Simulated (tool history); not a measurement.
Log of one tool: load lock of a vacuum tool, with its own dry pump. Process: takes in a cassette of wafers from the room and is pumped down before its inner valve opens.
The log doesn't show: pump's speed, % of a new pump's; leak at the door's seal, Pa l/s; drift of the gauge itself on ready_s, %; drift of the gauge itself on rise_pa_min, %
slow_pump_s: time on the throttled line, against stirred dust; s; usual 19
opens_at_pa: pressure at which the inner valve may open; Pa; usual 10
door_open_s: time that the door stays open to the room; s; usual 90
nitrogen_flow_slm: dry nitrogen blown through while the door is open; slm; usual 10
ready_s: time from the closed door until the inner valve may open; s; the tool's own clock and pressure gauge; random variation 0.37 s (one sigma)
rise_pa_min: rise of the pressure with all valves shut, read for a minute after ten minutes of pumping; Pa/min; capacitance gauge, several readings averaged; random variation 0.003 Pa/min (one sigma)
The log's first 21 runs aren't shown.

| run | day | slow_pump_s | opens_at_pa | door_open_s | nitrogen_flow_slm | hours that the pump has run since its overhaul | times that the door has closed on its seal | incoming humidity of the room's air, % | ready_s | rise_pa_min |
|---|---|---|---|---|---|---|---|---|---|---|
| 22 | 160.579 | 13 | 14 | 99 | 12 | 9997 | 4007 | 46.0 | 31.4 | 0.058 |
| 23 | 167.804 | 13 | 13 | 99 | 9 | 10170 | 4848 | 48.6 | 32.1 | 0.050 |
| 24 | 175.800 | 13 | 13 | 96 | 9 | 10362 | 5779 | 47.7 | 32.3 | 0.056 |
| 25 | 180.896 | 19 | 7 | 119 | 10 | 10484 | 6372 | 46.3 | 37.8 | 0.055 |
| 26 | 185.600 | 17 | 10 | 90 | 11 | 10597 | 6920 | 41.3 | 36.0 | 0.049 |
| 27 | 195.925 | 17 | 10 | 90 | 12 | 10845 | 8122 | 45.2 | 36.4 | 0.050 |
| 28 | 200.421 | 24 | 12 | 36 | 4 | 10953 | 8645 | 44.8 | 40.6 | 0.035 |
| 29 | 209.392 | 24 | 12 | 36 | 4 | 11168 | 9689 | 44.8 | 40.1 | 0.039 |
| 30 | 216.800 | 24 | 12 | 36 | 4 | 11346 | 10552 | 42.2 | 41.3 | 0.035 |
| 31 | 227.217 | 24 | 12 | 36 | 42 | 11596 | 11764 | 46.5 | 40.9 | 0.022 |
| 32 | 236.004 | 19 | 13 | 145 | 19 | 11807 | 12787 | 44.3 | 36.4 | 0.057 |
| 33 | 241.192 | 10 | 8 | 233 | 7 | 11931 | 13391 | 46.7 | 31.3 | 0.087 |
| 34 | 247.454 | 20 | 16 | 90 | 23 | 12082 | 14120 | 43.4 | 37.2 | 0.043 |
|  | 253.717 | dry pump taken out, an overhauled one fitted |
| 35 | 257.575 | 33 | 7 | 31 | 16 | 93 | 15269 | 45.4 | 49.7 | 0.025 |

Forecast each of these 5 alternatives for the next run:
| A | 266.342 | 26 | 10 | 193 | 29 | 303 | 16290 | 42.3 | ? | ? |
| B | 266.342 | 33 | 7 | 223 | 15 | 303 | 16290 | 46.3 | ? | ? |
| C | 266.342 | 30 | 12 | 31 | 16 | 303 | 16290 | 43.2 | ? | ? |
| D | 266.342 | 36 | 10 | 90 | 10 | 303 | 16290 | 45.1 | ? | ? |
| E | 266.342 | 20 | 14 | 90 | 10 | 303 | 16290 | 47.0 | ? | ? |

| run | ready_s | rise_pa_min |
|---|---|---|
| A | 42.1 | 0.052 |
| B | 48.7 | 0.080 |
| C | 44.8 | 0.024 |
| D | 50.1 | 0.049 |
| E | 37.2 | 0.051 |
Without the tool's hidden state the same runs would have given:
| run | ready_s | rise_pa_min |
|---|---|---|
| A | 42.1 | 0.051 |
| B | 48.7 | 0.079 |
| C | 44.8 | 0.023 |
| D | 50.1 | 0.048 |
| E | 37.2 | 0.050 |

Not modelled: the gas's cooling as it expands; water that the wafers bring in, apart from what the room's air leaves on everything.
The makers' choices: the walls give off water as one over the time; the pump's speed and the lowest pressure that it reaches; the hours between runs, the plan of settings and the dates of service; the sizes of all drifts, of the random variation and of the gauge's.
